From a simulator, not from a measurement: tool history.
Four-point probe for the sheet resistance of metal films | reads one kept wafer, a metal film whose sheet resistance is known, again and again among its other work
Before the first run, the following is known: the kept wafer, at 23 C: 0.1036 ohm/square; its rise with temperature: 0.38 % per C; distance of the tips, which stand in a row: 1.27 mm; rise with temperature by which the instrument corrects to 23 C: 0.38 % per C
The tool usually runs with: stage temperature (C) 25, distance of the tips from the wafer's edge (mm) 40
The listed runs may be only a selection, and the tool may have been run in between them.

run,hour,stage temperature (C),distance of the tips from the wafer's edge (mm),sheet resistance as the instrument gives it (ohm/square)
1,0,25,40,0.103912
2,12.1,25,40,0.103888
3,24.8,25,40,0.103895
4,50.7,25,40,0.103897
5,72.8,25,40,0.103926
6,98.1,25,40,0.103932
7,121.4,25,40,0.103909
8,137.7,25,7,0.105693
9,158.3,25,40,0.103971
10,172.1,34,40,0.103948
11,197.9,21,40,0.103928
12,222.8,25,40,0.103968
13,245.1,25,20,0.104114
14,269,25,5,0.107399
15,291.2,25,5,0.107425
16,312.3,21,40,0.10398
17,328.9,21,40,0.104038
18,350.7,25,68,0.103991
19,375.2,25,68,0.103975
20,389.2,25,3,0.113056
21,414.9,25,3,0.113055
22,436.6,25,3,0.113061
23,456,25,40,0.104073
24,474.3,25,40,0.104053
25,497.2,25,40,0.104079
26,511.1,31,19,0.104241
27,533.7,31,19,0.104322
28,547.9,29,15,0.104411
29,570.5,31,5,0.107547
30,596.9,32,5,0.107555
31,609.1,25,11,0.104752
32,625.4,25,11,0.104781
33,649.4,25,11,0.104814
34,668.2,25,71,0.104093
35,696.8,25,24,0.104242
36,720.7,25,24,0.104221
37,749.9,21,65,0.104127
38,764.6,21,65,0.104138
39,788.3,26,21,0.104364
40,812.8,26,21,0.104321
41,826.8,28,26,0.104277
42,849.6,21,10,0.105034
43,862.1,21,12,0.104772
44,881.8,21,12,0.10478
45,894,25,21,0.104341
46,909.3,29,40,0.104212

Predict each of these 3 candidate next runs independently; none follows another, all start after run 46:
A,935.7,20,5,?
B,935.7,29,6,?
C,935.7,20,4,?

run,sheet resistance as the instrument gives it (ohm/square)
A,0.107671
B,0.106621
C,0.109518
With the hidden condition removed and each run's random variation left untouched, the same runs would have given:
run,sheet resistance as the instrument gives it (ohm/square)
A,0.107081
B,0.106043
C,0.10892
